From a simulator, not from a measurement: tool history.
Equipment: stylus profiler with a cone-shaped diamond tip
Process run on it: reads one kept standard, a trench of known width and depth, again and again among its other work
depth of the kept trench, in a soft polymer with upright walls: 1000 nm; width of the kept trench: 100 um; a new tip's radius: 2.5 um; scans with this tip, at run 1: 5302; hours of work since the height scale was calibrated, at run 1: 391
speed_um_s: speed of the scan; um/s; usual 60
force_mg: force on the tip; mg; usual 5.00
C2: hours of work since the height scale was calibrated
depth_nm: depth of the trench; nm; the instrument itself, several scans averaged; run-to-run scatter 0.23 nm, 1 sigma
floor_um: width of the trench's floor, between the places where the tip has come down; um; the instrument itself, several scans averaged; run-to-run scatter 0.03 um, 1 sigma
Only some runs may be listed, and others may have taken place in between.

{"run": 1, "hour": 0.0, "speed_um_s": 60, "force_mg": 5.0, "scans with this tip": 5302, "C2": 391, "depth_nm": 1018.77, "floor_um": 95.02}
{"run": 2, "hour": 14.7, "speed_um_s": 60, "force_mg": 5.0, "scans with this tip": 5438, "C2": 401, "depth_nm": 1018.88, "floor_um": 94.97}
{"run": 3, "hour": 41.5, "speed_um_s": 60, "force_mg": 5.0, "scans with this tip": 5687, "C2": 419, "depth_nm": 1018.67, "floor_um": 94.97}
{"run": 4, "hour": 55.1, "speed_um_s": 60, "force_mg": 5.0, "scans with this tip": 5812, "C2": 428, "depth_nm": 1018.82, "floor_um": 94.96}
{"run": 5, "hour": 79.6, "speed_um_s": 60, "force_mg": 5.0, "scans with this tip": 6039, "C2": 445, "depth_nm": 1018.39, "floor_um": 94.93}
{"run": 6, "hour": 95.8, "speed_um_s": 78, "force_mg": 5.0, "scans with this tip": 6189, "C2": 456, "depth_nm": 1018.74, "floor_um": 94.78}
{"run": 7, "hour": 110.6, "speed_um_s": 44, "force_mg": 4.38, "scans with this tip": 6325, "C2": 466, "depth_nm": 1016.95, "floor_um": 94.98}
{"run": 8, "hour": 131.2, "speed_um_s": 60, "force_mg": 4.28, "scans with this tip": 6516, "C2": 480, "depth_nm": 1017.11, "floor_um": 94.87}
{"run": 9, "hour": 148.7, "speed_um_s": 60, "force_mg": 4.28, "scans with this tip": 6679, "C2": 492, "depth_nm": 1016.27, "floor_um": 94.85}
{"run": 10, "hour": 169.0, "speed_um_s": 72, "force_mg": 4.46, "scans with this tip": 6866, "C2": 506, "depth_nm": 1016.99, "floor_um": 94.77}
{"run": 11, "hour": 180.7, "speed_um_s": 72, "force_mg": 4.46, "scans with this tip": 6975, "C2": 514, "depth_nm": 1017.12, "floor_um": 94.73}
{"run": 12, "hour": 194.3, "speed_um_s": 189, "force_mg": 5.0, "scans with this tip": 7100, "C2": 523, "depth_nm": 1018.47, "floor_um": 94.28}

5 ways to go on from here, each from the tool as it stands after run 12. What would each give?
{"run": "A", "hour": 208.8, "speed_um_s": 32, "force_mg": 3.82, "scans with this tip": 7234, "C2": 533, "depth_nm": "?", "floor_um": "?"}
{"run": "B", "hour": 208.8, "speed_um_s": 160, "force_mg": 5.0, "scans with this tip": 7234, "C2": 533, "depth_nm": "?", "floor_um": "?"}
{"run": "C", "hour": 208.8, "speed_um_s": 60, "force_mg": 1.69, "scans with this tip": 7234, "C2": 533, "depth_nm": "?", "floor_um": "?"}
{"run": "D", "hour": 208.8, "speed_um_s": 50, "force_mg": 14.11, "scans with this tip": 7234, "C2": 533, "depth_nm": "?", "floor_um": "?"}
{"run": "E", "hour": 208.8, "speed_um_s": 143, "force_mg": 6.7, "scans with this tip": 7234, "C2": 533, "depth_nm": "?", "floor_um": "?"}

run=A depth_nm=1015.17 floor_um=94.85
run=B depth_nm=1018.19 floor_um=94.42
run=C depth_nm=1008.45 floor_um=94.64
run=D depth_nm=1038.25 floor_um=94.86
run=E depth_nm=1022.96 floor_um=94.56
Had the tool no hidden state, the same runs would have come out as:
run=A depth_nm=1016.31 floor_um=95.81
run=B depth_nm=1019.32 floor_um=95.37
run=C depth_nm=1009.57 floor_um=95.59
run=D depth_nm=1039.40 floor_um=95.81
run=E depth_nm=1024.10 floor_um=95.51

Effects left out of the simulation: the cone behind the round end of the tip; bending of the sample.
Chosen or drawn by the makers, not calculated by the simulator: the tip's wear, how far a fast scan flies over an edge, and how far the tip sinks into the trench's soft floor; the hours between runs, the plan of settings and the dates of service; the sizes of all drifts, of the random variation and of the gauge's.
